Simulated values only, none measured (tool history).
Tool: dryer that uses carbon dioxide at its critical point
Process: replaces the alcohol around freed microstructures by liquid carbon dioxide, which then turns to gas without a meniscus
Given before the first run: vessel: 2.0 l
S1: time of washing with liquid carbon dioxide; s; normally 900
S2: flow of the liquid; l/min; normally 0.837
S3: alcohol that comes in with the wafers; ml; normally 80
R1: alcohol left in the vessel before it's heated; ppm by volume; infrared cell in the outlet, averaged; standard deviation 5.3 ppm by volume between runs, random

run	hour	S1	S2	S3	R1
1	0.0	900	0.837	80	337
2	52.6	900	0.837	80	376
# hour 80.5: inlet filter changed
3	116.4	900	0.837	80	222
4	158.1	900	0.837	80	247
5	191.1	900	0.837	80	273
6	245.6	900	0.837	80	311
7	283.2	900	0.837	80	341
8	316.8	900	0.837	80	349
9	357.1	900	0.837	80	389
10	405.1	900	0.837	80	431
# hour 454.2: inlet filter changed
11	464.2	900	1.253	80	133
12	493.2	900	1.253	80	137
13	531.2	900	1.253	80	142
14	592.8	900	1.253	80	152
15	637.8	900	0.867	80	319
16	664.5	900	0.837	80	350
17	701.1	900	0.837	80	385
18	752.2	1440	1.305	80	144
19	816.4	1440	1.305	80	159
# hour 826.8: inlet filter changed
20	848.3	1440	1.305	80	155
21	898.6	900	1.076	80	191
22	958.5	1320	1.004	27	165
23	1022.3	780	0.837	28	318
24	1084.0	780	0.527	116	3490
25	1149.8	780	0.527	116	3934
# hour 1198.9: inlet filter changed
26	1199.2	780	0.527	116	2411
27	1244.5	720	0.586	80	1827
28	1279.0	1320	0.837	27	190
29	1310.4	1020	0.912	48	210
30	1347.1	900	1.382	48	207
31	1374.0	780	0.720	38	545
32	1432.9	900	0.745	107	728
33	1468.8	1020	0.916	107	316

Predict each of these 4 candidate next runs independently; none follows another, all start after run 33:
A	1508.4	780	0.790	80	?
B	1508.4	780	0.916	87	?
C	1508.4	1140	0.916	107	?
D	1508.4	600	0.622	52	?

run	R1
A	924
B	641
C	268
D	2408
The same runs, with their run-to-run variation unchanged, on a tool lacking any hidden condition would have given:
run	R1
A	348
B	186
C	24
D	1405
